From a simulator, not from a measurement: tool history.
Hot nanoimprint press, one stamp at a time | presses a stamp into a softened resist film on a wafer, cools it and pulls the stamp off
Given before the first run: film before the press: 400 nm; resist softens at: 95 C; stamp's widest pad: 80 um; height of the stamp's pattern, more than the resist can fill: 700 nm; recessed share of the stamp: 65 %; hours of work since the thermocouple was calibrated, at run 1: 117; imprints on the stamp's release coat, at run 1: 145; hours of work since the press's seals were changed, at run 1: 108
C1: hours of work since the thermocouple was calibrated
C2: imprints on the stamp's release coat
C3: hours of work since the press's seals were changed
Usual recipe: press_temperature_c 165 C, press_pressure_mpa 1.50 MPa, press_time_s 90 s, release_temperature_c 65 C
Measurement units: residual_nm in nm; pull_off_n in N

Run 1, day 0.000: usual settings; C1 117; C2 145; C3 108. Result: residual_nm 142.7 nm, pull_off_n 113 N.
Run 2, day 0.471: usual settings; C1 122; C2 175; C3 113. Result: residual_nm 144.8 nm, pull_off_n 114 N.
Run 3, day 0.967: usual settings; C1 127; C2 206; C3 118. Result: residual_nm 145.5 nm, pull_off_n 119 N.
Run 4, day 1.246: usual settings; C1 130; C2 224; C3 121. Result: residual_nm 143.6 nm, pull_off_n 117 N.
Run 5, day 1.783: usual settings; C1 135; C2 258; C3 126. Result: residual_nm 146.6 nm, pull_off_n 116 N.
Run 6, day 2.025: usual settings but press_time_s 50 s; C1 138; C2 274; C3 129. Result: residual_nm 181.6 nm, pull_off_n 118 N.
Run 7, day 2.388: usual settings but press_time_s 50 s; C1 141; C2 296; C3 132. Result: residual_nm 179.7 nm, pull_off_n 120 N.
Run 8, day 2.704: usual settings but press_time_s 50 s; C1 144; C2 316; C3 136. Result: residual_nm 182.7 nm, pull_off_n 118 N.
Run 9, day 3.250: usual settings but press_time_s 74 s; C1 150; C2 351; C3 141. Result: residual_nm 156.8 nm, pull_off_n 118 N.
Run 10, day 3.667: usual settings but press_time_s 74 s; C1 154; C2 378; C3 145. Result: residual_nm 156.7 nm, pull_off_n 123 N.
Run 11, day 4.092: usual settings but press_pressure_mpa 1.22 MPa, press_time_s 97 s, release_temperature_c 59 C; C1 158; C2 404; C3 150. Result: residual_nm 159.6 nm, pull_off_n 123 N.
Run 12, day 4.612: usual settings but press_temperature_c 168 C, press_pressure_mpa 1.08 MPa, press_time_s 47 s, release_temperature_c 56 C; C1 164; C2 438; C3 155. Result: residual_nm 197.3 nm, pull_off_n 133 N.
Run 13, day 5.012: usual settings but press_temperature_c 168 C, press_pressure_mpa 1.08 MPa, press_time_s 47 s, release_temperature_c 56 C; C1 168; C2 463; C3 159. Result: residual_nm 199.2 nm, pull_off_n 132 N.
Run 14, day 5.354: usual settings but press_temperature_c 158 C; C1 171; C2 485; C3 162. Result: residual_nm 187.4 nm, pull_off_n 117 N.
Run 15, day 5.612: usual settings but press_temperature_c 157 C, press_pressure_mpa 1.06 MPa, press_time_s 51 s, release_temperature_c 62 C; C1 174; C2 501; C3 165. Result: residual_nm 269.1 nm, pull_off_n 123 N.
Run 16, day 6.146: usual settings but press_pressure_mpa 1.97 MPa, press_time_s 176 s; C1 179; C2 535; C3 170. Result: residual_nm 97.8 nm, pull_off_n 124 N.
Run 17, day 6.688: usual settings but press_pressure_mpa 1.97 MPa, press_time_s 176 s; C1 185; C2 569; C3 176. Result: residual_nm 98.0 nm, pull_off_n 125 N.
Run 18, day 7.162: usual settings but press_time_s 63 s, release_temperature_c 64 C; C1 189; C2 599; C3 180. Result: residual_nm 169.7 nm, pull_off_n 124 N.

Forecast each of these 4 alternatives for the next run:
Run A, day 7.729: usual settings but press_time_s 72 s, release_temperature_c 58 C; C1 195; C2 635; C3 186. Result: residual_nm ?, pull_off_n ?.
Run B, day 7.729: usual settings but press_pressure_mpa 2.26 MPa, press_time_s 129 s, release_temperature_c 66 C; C1 195; C2 635; C3 186. Result: residual_nm ?, pull_off_n ?.
Run C, day 7.729: usual settings but press_pressure_mpa 1.11 MPa, press_time_s 63 s, release_temperature_c 64 C; C1 195; C2 635; C3 186. Result: residual_nm ?, pull_off_n ?.
Run D, day 7.729: usual settings but press_pressure_mpa 2.09 MPa, release_temperature_c 67 C; C1 195; C2 635; C3 186. Result: residual_nm ?, pull_off_n ?.

run  residual_nm  pull_off_n
  A        160.2         134
  B        100.8         123
  C        195.3         130
  D        121.5         126
With the hidden condition removed and each run's random variation left untouched, the same runs would have given:
run  residual_nm  pull_off_n
  A        156.5         119
  B         98.1         109
  C        191.4         116
  D        118.4         113

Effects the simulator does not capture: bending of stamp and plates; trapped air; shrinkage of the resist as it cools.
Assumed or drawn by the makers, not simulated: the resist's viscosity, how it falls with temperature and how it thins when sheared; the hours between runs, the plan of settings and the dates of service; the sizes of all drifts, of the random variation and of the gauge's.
